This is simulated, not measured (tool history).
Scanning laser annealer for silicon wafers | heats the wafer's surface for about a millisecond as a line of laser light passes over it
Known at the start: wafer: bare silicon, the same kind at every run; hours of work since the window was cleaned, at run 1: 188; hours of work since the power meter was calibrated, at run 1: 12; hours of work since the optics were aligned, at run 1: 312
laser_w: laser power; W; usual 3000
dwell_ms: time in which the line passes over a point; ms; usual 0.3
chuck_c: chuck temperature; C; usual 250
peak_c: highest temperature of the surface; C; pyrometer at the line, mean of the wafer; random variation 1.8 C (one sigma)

run   hour  laser_w  dwell_ms  chuck_c  hours of work since the window was cleaned  hours of work since the power meter was calibrated  hours of work since the optics were aligned  peak_c
  1      0     3000       0.3      250                                         188                                                  12                                          312     942
  2   10.1     3000       0.3      250                                         194                                                  18                                          318     944
  3   18.5     3000       0.3      250                                         199                                                  23                                          323     940
  4   27.8     3000      0.37      250                                         205                                                  28                                          328    1016
  5   39.5     3000      0.37      250                                         212                                                  35                                          335    1013
  6   48.7     3000      0.37      250                                         217                                                  41                                          341    1015
  7   60.9     3000       0.3      270                                         225                                                  48                                          348     960
  8   69.9     3046       0.3      250                                         230                                                  54                                          354     948
  9   79.7     3046       0.3      250                                         236                                                  59                                          359     944
 10   89.4     3046       0.3      250                                         242                                                  65                                          365     942
 11   96.9     3000       0.3      250                                         246                                                  70                                          370     932
 12  108.2     3000       0.3      250                                         253                                                  76                                          377     933
 13    114     3000       0.3      250                                         256                                                  80                                          380     933
 14  124.6     3000       0.3      274                                         263                                                  86                                          386     957
 15  133.9     3000     0.222      248                                         268                                                  92                                          392     835
 16  141.1     2660     0.228      276                                         273                                                  96                                          396     805
 17  154.3     3000     0.364      250                                         280                                                 104                                          404     999
 18  168.1     3000     0.364      250                                         289                                                 112                                          412     994
 19  178.7     3184     0.213      288                                         295                                                 119                                          419     896
 20  190.6     3277     0.248      227                                         302                                                 126                                          426     900
     193.8  -- window over the wafer cleaned
 21  203.9     2969       0.3      250                                           6                                                 132                                          432     896
 22  216.8     2969       0.3      250                                          14                                                 140                                          440     891
 23  229.3     2969     0.234      269                                          21                                                 148                                          448     839
 24  242.7     2861     0.234      269                                          29                                                 156                                          456     815
 25  254.9     3099       0.3      233                                          36                                                 163                                          463     899
 26    261     3099       0.3      233                                          40                                                 167                                          467     901
 27  267.7     3099       0.3      233                                          44                                                 171                                          471     901
     280.2  -- window over the wafer cleaned, once more
 28  280.2     3092      0.24      239                                           0                                                 177                                          477     902

Forecast each of these 3 alternatives for the next run:
  A  292.6     3064       0.3      250                                           7                                                 184                                          484       ?
  B  292.6     3092     0.229      229                                           7                                                 184                                          484       ?
  C  292.6     3000     0.302      250                                           7                                                 184                                          484       ?

run  peak_c
  A     982
  B     875
  C     971
Without the tool's hidden state the same runs would have given:
run  peak_c
  A     988
  B     880
  C     977
